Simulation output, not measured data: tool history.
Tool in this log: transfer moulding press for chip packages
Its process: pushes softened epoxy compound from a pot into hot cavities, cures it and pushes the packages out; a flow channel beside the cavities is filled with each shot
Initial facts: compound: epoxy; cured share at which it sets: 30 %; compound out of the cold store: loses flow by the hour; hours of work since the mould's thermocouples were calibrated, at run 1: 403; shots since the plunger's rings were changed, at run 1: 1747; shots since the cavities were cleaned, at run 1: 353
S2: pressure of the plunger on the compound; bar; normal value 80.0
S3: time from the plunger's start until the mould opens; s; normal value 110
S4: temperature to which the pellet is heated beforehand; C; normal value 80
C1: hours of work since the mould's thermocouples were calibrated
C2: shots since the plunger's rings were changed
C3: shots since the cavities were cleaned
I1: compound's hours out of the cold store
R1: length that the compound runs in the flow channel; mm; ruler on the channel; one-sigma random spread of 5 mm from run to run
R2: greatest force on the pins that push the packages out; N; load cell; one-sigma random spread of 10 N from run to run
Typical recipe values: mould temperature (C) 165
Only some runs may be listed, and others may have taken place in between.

Run 1, hour 0.0: usual settings; C1 403; C2 1747; C3 353; I1 27.1. Result: R1 522 mm, R2 850 N.
At hour 71.7: cavities cleaned with cleaning compound and waxed.
Run 2, hour 101.3: usual settings; C1 468; C2 2880; C3 337; I1 8.5. Result: R1 533 mm, R2 1112 N.
At hour 111.5: mould's thermocouples calibrated.
Run 3, hour 150.9: usual settings but mould temperature (C) 162; C1 26; C2 3420; C3 877; I1 36.3. Result: R1 486 mm, R2 1310 N.
At hour 180.1: cavities cleaned with cleaning compound and waxed.
Run 4, hour 213.3: usual settings but mould temperature (C) 162, S4 83 C; C1 65; C2 4112; C3 377; I1 24.7. Result: R1 504 mm, R2 1084 N.
At hour 230.7: plunger's sealing rings changed.
At hour 287.4: cavities cleaned with cleaning compound and waxed.
Run 5, hour 297.8: usual settings but mould temperature (C) 162, S4 83 C; C1 117; C2 745; C3 118; I1 30.9. Result: R1 533 mm, R2 739 N.
At hour 333.4: cavities cleaned with cleaning compound and waxed, once more.
Run 6, hour 359.5: usual settings but mould temperature (C) 162, S4 83 C; C1 157; C2 1428; C3 296; I1 34.3. Result: R1 519 mm, R2 955 N.
Run 7, hour 426.6: usual settings but S3 120 s; C1 200; C2 2191; C3 1059; I1 28.9. Result: R1 511 mm, R2 953 N.
At hour 434.5: cavities cleaned with cleaning compound and waxed.
Run 8, hour 493.6: usual settings but S3 101 s; C1 243; C2 2935; C3 672; I1 12.2. Result: R1 533 mm, R2 1189 N.
At hour 538.5: cavities cleaned with cleaning compound and waxed.
Run 9, hour 560.6: usual settings but S3 101 s, S4 74 C; C1 285; C2 3679; C3 252; I1 30.9. Result: R1 495 mm, R2 887 N.
At hour 615.3: plunger's sealing rings changed.
Run 10, hour 627.5: usual settings; C1 327; C2 139; C3 983; I1 27.9. Result: R1 542 mm, R2 1079 N.
At hour 649.5: cavities cleaned with cleaning compound and waxed.
Run 11, hour 725.7: usual settings; C1 390; C2 1237; C3 866; I1 35.0. Result: R1 523 mm, R2 1002 N.
At hour 754.9: cavities cleaned with cleaning compound and waxed.
Run 12, hour 830.6: usual settings; C1 457; C2 2411; C3 860; I1 28.9. Result: R1 517 mm, R2 1013 N.
At hour 854.4: mould's thermocouples calibrated.
At hour 860.3: cavities cleaned with cleaning compound and waxed.
Run 13, hour 929.0: usual settings; C1 48; C2 3488; C3 780; I1 43.2. Result: R1 479 mm, R2 1045 N.
At hour 960.8: cavities cleaned with cleaning compound and waxed.
At hour 1000.6: plunger's sealing rings changed.
Run 14, hour 1000.6: usual settings; C1 91; C2 0; C3 424; I1 44.6. Result: R1 518 mm, R2 919 N.
At hour 1066.1: cavities cleaned with cleaning compound and waxed.
Run 15, hour 1105.1: usual settings; C1 158; C2 1169; C3 443; I1 35.3. Result: R1 513 mm, R2 941 N.
Run 16, hour 1150.5: usual settings; C1 188; C2 1685; C3 959; I1 46.0. Result: R1 496 mm, R2 1061 N.
At hour 1173.0: cavities cleaned with cleaning compound and waxed.
Run 17, hour 1235.9: usual settings; C1 242; C2 2638; C3 714; I1 22.6. Result: R1 511 mm, R2 1057 N.
At hour 1276.3: cavities cleaned with cleaning compound and waxed.
Run 18, hour 1284.0: usual settings but mould temperature (C) 160, S2 69.4 bar, S3 99 s, S4 75 C; C1 273; C2 3167; C3 88; I1 45.9. Result: R1 455 mm, R2 1095 N.
Run 19, hour 1371.8: usual settings but mould temperature (C) 160, S2 69.4 bar, S3 99 s, S4 75 C; C1 330; C2 4164; C3 1085; I1 25.8. Result: R1 475 mm, R2 1963 N.
At hour 1377.9: cavities cleaned with cleaning compound and waxed.
At hour 1385.2: plunger's sealing rings changed.
Run 20, hour 1431.6: usual settings but mould temperature (C) 160, S2 69.4 bar, S3 99 s, S4 75 C; C1 366; C2 526; C3 580; I1 26.8. Result: R1 504 mm, R2 1766 N.
At hour 1482.4: cavities cleaned with cleaning compound and waxed.
Run 21, hour 1482.4: usual settings but mould temperature (C) 160, S2 69.4 bar, S3 99 s, S4 75 C; C1 398; C2 1087; C3 0; I1 36.8. Result: R1 485 mm, R2 839 N.
Run 22, hour 1578.7: usual settings but mould temperature (C) 168, S2 88.4 bar, S3 128 s, S4 79 C; C1 461; C2 2180; C3 1093; I1 15.1. Result: R1 546 mm, R2 824 N.
At hour 1587.3: cavities cleaned with cleaning compound and waxed.
At hour 1597.0: mould's thermocouples calibrated.
Run 23, hour 1658.3: usual settings but mould temperature (C) 162, S2 79.4 bar, S3 94 s, S4 77 C; C1 40; C2 3044; C3 784; I1 19.2. Result: R1 518 mm, R2 1823 N.
At hour 1695.6: cavities cleaned with cleaning compound and waxed.
Run 24, hour 1743.0: usual settings but S2 97.0 bar, S4 75 C; C1 94; C2 3989; C3 538; I1 8.1. Result: R1 582 mm, R2 977 N.
At hour 1772.4: plunger's sealing rings changed.
At hour 1804.6: cavities cleaned with cleaning compound and waxed.
Run 25, hour 1806.4: usual settings but S4 77 C; C1 133; C2 369; C3 20; I1 18.5. Result: R1 555 mm, R2 520 N.
Run 26, hour 1883.3: usual settings but S3 104 s, S4 90 C; C1 182; C2 1242; C3 893; I1 18.3. Result: R1 532 mm, R2 1103 N.

What if the next run were any one of these 3? Each begins from the tool's condition after run 26:
At hour 1910.7: cavities cleaned with cleaning compound and waxed.
Run A, hour 1981.4: usual settings but S2 67.0 bar, S3 105 s; C1 245; C2 2339; C3 802; I1 13.8. Result: R1 ?, R2 ?.
At hour 1910.7: cavities cleaned with cleaning compound and waxed.
Run B, hour 1981.4: usual settings but S2 76.4 bar, S3 104 s, S4 90 C; C1 245; C2 2339; C3 802; I1 29.5. Result: R1 ?, R2 ?.
At hour 1910.7: cavities cleaned with cleaning compound and waxed.
Run C, hour 1981.4: usual settings but mould temperature (C) 170, S3 104 s; C1 245; C2 2339; C3 802; I1 13.8. Result: R1 ?, R2 ?.

run   R1    R2
  A  493  1127
  B  500  1036
  C  523   897
With no hidden state in the tool, these same runs would have given:
run   R1   R2
  A  516  526
  B  524  481
  C  548  411
